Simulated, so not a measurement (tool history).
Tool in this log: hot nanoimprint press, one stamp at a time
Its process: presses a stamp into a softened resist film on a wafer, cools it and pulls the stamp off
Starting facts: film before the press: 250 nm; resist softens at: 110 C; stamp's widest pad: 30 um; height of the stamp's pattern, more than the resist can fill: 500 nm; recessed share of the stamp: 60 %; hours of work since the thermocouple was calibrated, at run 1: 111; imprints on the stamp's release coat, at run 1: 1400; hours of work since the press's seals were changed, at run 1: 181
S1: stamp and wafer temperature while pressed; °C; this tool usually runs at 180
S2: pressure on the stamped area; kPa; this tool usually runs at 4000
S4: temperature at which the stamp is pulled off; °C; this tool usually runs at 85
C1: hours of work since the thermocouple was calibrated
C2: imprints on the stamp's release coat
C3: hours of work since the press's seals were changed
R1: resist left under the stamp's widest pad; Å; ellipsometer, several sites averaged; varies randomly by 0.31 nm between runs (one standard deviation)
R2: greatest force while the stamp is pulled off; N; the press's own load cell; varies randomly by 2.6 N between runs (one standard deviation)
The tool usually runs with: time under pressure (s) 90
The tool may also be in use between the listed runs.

Run 1, hour 0: usual settings; C1 111; C2 1400; C3 181. Result: R1 1135 Å, R2 189 N.
Run 2, hour 12.2: usual settings but time under pressure (s) 98; C1 118; C2 1427; C3 187. Result: R1 1090 Å, R2 188 N.
Run 3, hour 24.1: usual settings but time under pressure (s) 98; C1 124; C2 1452; C3 193. Result: R1 1096 Å, R2 188 N.
Run 4, hour 33: usual settings but time under pressure (s) 98; C1 129; C2 1472; C3 198. Result: R1 1098 Å, R2 188 N.
Run 5, hour 43.6: usual settings but time under pressure (s) 98; C1 134; C2 1494; C3 204. Result: R1 1091 Å, R2 185 N.
Run 6, hour 56.2: usual settings but time under pressure (s) 98; C1 141; C2 1521; C3 210. Result: R1 1095 Å, R2 189 N.
Run 7, hour 62.9: usual settings but S4 74 °C; C1 144; C2 1536; C3 214. Result: R1 1129 Å, R2 224 N.
Run 8, hour 74.1: usual settings but time under pressure (s) 136; C1 150; C2 1560; C3 220. Result: R1 955 Å, R2 192 N.
Run 9, hour 80.6: usual settings but S1 191 °C, time under pressure (s) 136; C1 154; C2 1574; C3 223. Result: R1 511 Å, R2 193 N.
Run 10, hour 85.7: usual settings but S1 191 °C, time under pressure (s) 136, S4 88 °C; C1 156; C2 1585; C3 226. Result: R1 504 Å, R2 178 N.
Run 11, hour 92.7: usual settings but S1 191 °C, time under pressure (s) 50, S4 88 °C; C1 160; C2 1600; C3 230. Result: R1 806 Å, R2 182 N.
At hour 104.2: stamp cleaned and given a new release coat.
Run 12, hour 109.5: usual settings but S1 188 °C, time under pressure (s) 175; C1 166; C2 11; C3 235. Result: R1 540 Å, R2 153 N.
Run 13, hour 115: usual settings but S2 6350 kPa, S4 81 °C; C1 169; C2 23; C3 238. Result: R1 931 Å, R2 160 N.
Run 14, hour 122.8: usual settings but S2 6350 kPa, time under pressure (s) 64, S4 83 °C; C1 173; C2 40; C3 242. Result: R1 1066 Å, R2 158 N.
Run 15, hour 128.4: usual settings but S1 187 °C, S2 3460 kPa, time under pressure (s) 100, S4 83 °C; C1 176; C2 52; C3 245. Result: R1 785 Å, R2 161 N.
Run 16, hour 137: usual settings but S1 187 °C, S2 3460 kPa, time under pressure (s) 100, S4 83 °C; C1 180; C2 70; C3 250. Result: R1 783 Å, R2 158 N.
Run 17, hour 145.3: usual settings but S1 187 °C, S2 3460 kPa, time under pressure (s) 100, S4 83 °C; C1 185; C2 88; C3 254. Result: R1 781 Å, R2 153 N.
Run 18, hour 153.2: usual settings but S1 187 °C, S2 5120 kPa, time under pressure (s) 49, S4 83 °C; C1 189; C2 105; C3 258. Result: R1 889 Å, R2 154 N.
Run 19, hour 161.6: usual settings but S1 187 °C, S2 5120 kPa, time under pressure (s) 49, S4 83 °C; C1 193; C2 123; C3 263. Result: R1 890 Å, R2 159 N.
Run 20, hour 173.1: usual settings but S1 178 °C, S2 3830 kPa, S4 88 °C; C1 199; C2 148; C3 269. Result: R1 1272 Å, R2 150 N.
Run 21, hour 178.5: usual settings but S1 178 °C, S2 3830 kPa, S4 88 °C; C1 202; C2 160; C3 272. Result: R1 1271 Å, R2 149 N.

For some of the steps in R1 from one run to the next: how much would appear even if the tool had no hidden state, given the settings, what came in and random variation, and how much remains for the hidden state plus any gauge scatter that the measured result and the result without hidden state don't share?
Hidden conditions of the tool in this case: true temperature over the reading, C; pressure that arrives at the usual setting, %; grip of the stamp's worn release coat, % over a new coat's; drift of the gauge itself on residual_nm, %; drift of the gauge itself on pull_off_n, %.
Run 8 -> 9: S1 180 -> 191. R1 -444 Å: hidden state +4, all else -448.
Run 12 -> 13: S1 188 -> 180, S2 4000 -> 6350, time under pressure (s) 175 -> 90, S4 85 -> 81. R1 +391 Å: hidden state +4, all else +387.
Run 14 -> 15: S1 180 -> 187, S2 6350 -> 3460, time under pressure (s) 64 -> 100. R1 -281 Å: hidden state -6, all else -275.
Run 19 -> 20: S1 187 -> 178, S2 5120 -> 3830, time under pressure (s) 49 -> 90, S4 83 -> 88. R1 +382 Å: hidden state -7, all else +389.
